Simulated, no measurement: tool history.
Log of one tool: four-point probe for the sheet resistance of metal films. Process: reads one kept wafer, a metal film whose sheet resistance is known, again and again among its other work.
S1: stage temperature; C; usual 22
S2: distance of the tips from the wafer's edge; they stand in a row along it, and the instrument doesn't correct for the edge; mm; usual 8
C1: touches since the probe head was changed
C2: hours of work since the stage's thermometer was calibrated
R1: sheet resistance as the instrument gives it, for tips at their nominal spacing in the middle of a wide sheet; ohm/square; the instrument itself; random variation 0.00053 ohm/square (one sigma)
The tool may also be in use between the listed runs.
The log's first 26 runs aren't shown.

run 27 day=66.929 | S1=18 S2=4 | C1=59554 C2=109 | R1=2.683146
run 28 day=69.383 | S1=18 S2=4 | C1=62563 C2=156 | R1=2.681273
-- day=69.650 stage's thermometer calibrated, once more
run 29 day=72.196 | S1=18 S2=9 | C1=65980 C2=48 | R1=2.606561
run 30 day=74.183 | S1=19 S2=31 | C1=68420 C2=86 | R1=2.591064
run 31 day=77.254 | S1=21 S2=25 | C1=72179 C2=145 | R1=2.593712
run 32 day=79.079 | S1=21 S2=24 | C1=74416 C2=179 | R1=2.593171
run 33 day=82.421 | S1=21 S2=3 | C1=78508 C2=243 | R1=2.733741
run 34 day=84.112 | S1=21 S2=3 | C1=80583 C2=275 | R1=2.733171
run 35 day=85.933 | S1=21 S2=3 | C1=82813 C2=310 | R1=2.732958
run 36 day=88.442 | S1=21 S2=3 | C1=85885 C2=358 | R1=2.732299
run 37 day=91.488 | S1=24 S2=28 | C1=89617 C2=416 | R1=2.591949
-- day=92.338 new probe head fitted
run 38 day=93.546 | S1=24 S2=28 | C1=1479 C2=454 | R1=2.618204
run 39 day=96.371 | S1=22 S2=20 | C1=4939 C2=508 | R1=2.616881
run 40 day=97.967 | S1=29 S2=22 | C1=6896 C2=538 | R1=2.622105
run 41 day=100.733 | S1=19 S2=22 | C1=10284 C2=591 | R1=2.609877
run 42 day=103.025 | S1=19 S2=10 | C1=13092 C2=634 | R1=2.619870
run 43 day=106.338 | S1=19 S2=10 | C1=17148 C2=697 | R1=2.618854
run 44 day=107.912 | S1=20 S2=59 | C1=19078 C2=727 | R1=2.605482

4 ways to go on from here, each from the tool as it stands after run 44. What would each give?
run A day=110.504 | S1=27 S2=19 | C1=22255 C2=777 | R1=?
run B day=110.504 | S1=26 S2=25 | C1=22255 C2=777 | R1=?
run C day=110.504 | S1=22 S2=4 | C1=22255 C2=777 | R1=?
run D day=110.504 | S1=22 S2=16 | C1=22255 C2=777 | R1=?

run=A R1=2.617503
run=B R1=2.614005
run=C R1=2.692329
run=D R1=2.612997
Without the tool's hidden state the same runs would have given:
run=A R1=2.632880
run=B R1=2.629359
run=C R1=2.708080
run=D R1=2.628325
